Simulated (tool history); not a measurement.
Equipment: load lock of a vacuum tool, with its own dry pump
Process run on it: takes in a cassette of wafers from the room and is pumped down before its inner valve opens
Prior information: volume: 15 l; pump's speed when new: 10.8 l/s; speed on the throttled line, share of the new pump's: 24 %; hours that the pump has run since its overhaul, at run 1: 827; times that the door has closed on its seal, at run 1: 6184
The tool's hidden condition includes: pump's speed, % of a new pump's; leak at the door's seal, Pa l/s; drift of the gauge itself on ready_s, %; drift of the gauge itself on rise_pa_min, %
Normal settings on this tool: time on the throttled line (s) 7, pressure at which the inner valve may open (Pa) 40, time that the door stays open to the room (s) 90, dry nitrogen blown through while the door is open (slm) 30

run,hour,time on the throttled line (s),pressure at which the inner valve may open (Pa),time that the door stays open to the room (s),dry nitrogen blown through while the door is open (slm),hours that the pump has run since its overhaul,times that the door has closed on its seal,"incoming humidity of the room's air, %",time from the closed door until the inner valve may open (s),rise of the pressure with all valves shut (Pa/min)
1,0,7,40,90,30,827,6184,46.3,16.5,0.075
2,298.9,7,40,90,30,1126,6908,45.8,16.9,0.076
3,719.7,7,40,90,30,1547,7926,47.6,16.3,0.082
4,988.2,7,40,90,30,1815,8576,44.9,16.5,0.083
5,1301.4,7,40,90,30,2128,9334,47.1,16.3,0.094
6,1590,7,40,90,30,2417,10033,47,16.4,0.091
7,1875.8,7,40,90,30,2703,10725,41.8,16.6,0.086
8,2216.2,7,40,90,30,3043,11549,42.5,17.2,0.087
9,2422.7,7,40,90,30,3250,12048,46.8,17,0.096
10,2688.8,7,40,90,30,3516,12693,42.1,16.8,0.097
11,3012.8,7,40,90,23,3840,13477,41.7,16.6,0.103
12,3243.5,7,40,90,23,4070,14035,44.5,16.9,0.115
13,3608.8,7,40,90,23,4436,14919,47.3,17.3,0.122
14,4051.5,7,40,90,23,4878,15991,42.5,17.1,0.122
15,4369.2,7,40,90,23,5196,16760,47.2,17.1,0.125
16,4810,7,40,90,23,5637,17827,45.3,17.4,0.131
17,5061.2,7,40,90,23,5888,18435,49.2,16.9,0.143
18,5414.3,7,40,90,23,6241,19290,46.8,16.8,0.139
19,5671.2,7,40,106,4,6498,19911,44.9,17.2,0.22
20,6134.9,7,40,26,4,6962,21034,41.5,17.2,0.135
21,6434.7,11,34,112,7,7262,21759,40,20.4,0.206
22,6892,11,34,112,7,7719,22866,44.5,20.4,0.221
23,7210.9,10,43,112,5,8038,23638,43.7,19.8,0.237
24,7610.2,5,40,233,30,8437,24605,46.3,15.8,0.211
25,7928.2,7,40,73,33,8755,25375,41.7,17.3,0.154
26,8202.9,6,40,158,30,9030,26039,47.3,17,0.198
27,8550.5,6,40,158,30,9377,26881,45.8,17.2,0.196
28,9011.3,13,50,53,25,9838,27996,47,21.5,0.178
# hour 9102.1: dry pump taken out, an overhauled one fitted
29,9311.6,8,40,90,32,209,28709,45.7,17.2,0.193

What if the next run were any one of these 3? Each begins from the tool's condition after run 29:
A,9511.7,5,57,45,30,410,29193,45.9,?,?
B,9511.7,7,79,90,27,410,29193,47.3,?,?
C,9511.7,5,40,31,42,410,29193,44.3,?,?

run,time from the closed door until the inner valve may open (s),rise of the pressure with all valves shut (Pa/min)
A,14.4,0.175
B,15,0.202
C,14.5,0.165
Take away the tool's hidden state, keep each run's random variation, and the runs would have read:
run,time from the closed door until the inner valve may open (s),rise of the pressure with all valves shut (Pa/min)
A,14.3,0.035
B,14.9,0.061
C,14.5,0.026
